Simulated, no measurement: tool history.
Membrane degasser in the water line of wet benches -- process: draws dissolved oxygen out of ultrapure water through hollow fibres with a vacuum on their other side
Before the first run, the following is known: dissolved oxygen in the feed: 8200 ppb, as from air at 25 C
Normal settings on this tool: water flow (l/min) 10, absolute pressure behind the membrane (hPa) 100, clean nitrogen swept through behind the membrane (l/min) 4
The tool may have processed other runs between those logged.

run    hour  water flow (l/min)  absolute pressure behind the membrane (hPa)  clean nitrogen swept through behind the membrane (l/min)  dissolved oxygen in the water behind the degasser (ppb)  pressure that the water loses in the fibres (hPa)
  1       0                  10                                          100                                                         4                                                     61.3                                              557.3
  2    92.3                  10                                          100                                                         4                                                     60.3                                              559.2
  3   194.2                  10                                          100                                                      3.06                                                     75.5                                              558.2
  4   315.4                  11                                          100                                                      3.06                                                     84.8                                              611.3
  5   396.4                  11                                          100                                                      3.06                                                     85.2                                              618.1
  6   518.4                  11                                          100                                                      3.06                                                     86.5                                              614.5
  7   584.3                  11                                          100                                                      3.06                                                     85.3                                              620.4
  8   714.6                  10                                          100                                                         4                                                     62.1                                              564.9
  9   783.5                  10                                          100                                                         4                                                     62.9                                              565.4
 10   907.3                  10                                          100                                                         4                                                     62.6                                              564.6
 11    1000                  10                                          100                                                         4                                                     64.8                                              566.6
 12  1107.6                  10                                          100                                                      2.31                                                       95                                              564.1
 13  1177.2                  10                                          100                                                         4                                                     63.9                                              568.8
 14  1239.2                  10                                          100                                                         4                                                     63.6                                              569.1
 15  1323.1                  10                                          102                                                         4                                                     65.2                                              572.1
 16    1442                   7                                          101                                                      1.72                                                     78.2                                              396.3
 17  1510.6                   7                                          112                                                         4                                                       44                                                401
 18  1582.1                   7                                          112                                                         4                                                     43.7                                              400.4
 19  1642.4                   7                                          112                                                         4                                                     44.1                                              398.9
 20  1777.2                   7                                          120                                                      1.93                                                     87.9                                              398.2
 21  1918.7                   7                                          120                                                      1.93                                                     90.1                                              400.1
 22  2058.8                   8                                          100                                                      6.09                                                     35.3                                              458.5
 23  2142.5                   8                                          153                                                      5.54                                                     58.7                                              462.9
 24  2235.9                   7                                          144                                                      7.16                                                     37.3                                              399.8
 25  2365.8                   8                                          100                                                     10.89                                                     25.4                                              460.7
     2384.6  -- seals of the vacuum lines changed
     2450.2  -- vacuum gauge calibrated
 26  2479.4                  13                                           76                                                         4                                                       81                                              754.5
 27  2560.7                  10                                           76                                                      5.45                                                     42.4                                              580.8
 28  2703.4                  12                                           76                                                       3.1                                                     78.3                                              699.4
 29  2823.4                   8                                          100                                                      3.11                                                     56.4                                              465.6

Forecast each of these 4 alternatives for the next run:
  A  2918.7                   7                                          120                                                      3.32                                                        ?                                                  ?
  B  2918.7                  10                                          100                                                      1.95                                                        ?                                                  ?
  C  2918.7                   6                                          100                                                      2.89                                                        ?                                                  ?
  D  2918.7                   8                                          100                                                     10.98                                                        ?                                                  ?

run  dissolved oxygen in the water behind the degasser (ppb)  pressure that the water loses in the fibres (hPa)
  A                                                     54.6                                              406.9
  B                                                    109.1                                              585.3
  C                                                     40.9                                              350.2
  D                                                     24.9                                              465.6
With the hidden condition removed and each run's random variation left untouched, the same runs would have given:
run  dissolved oxygen in the water behind the degasser (ppb)  pressure that the water loses in the fibres (hPa)
  A                                                     48.5                                              354.6
  B                                                     94.5                                              510.5
  C                                                     36.9                                              305.5
  D                                                     16.8                                                406
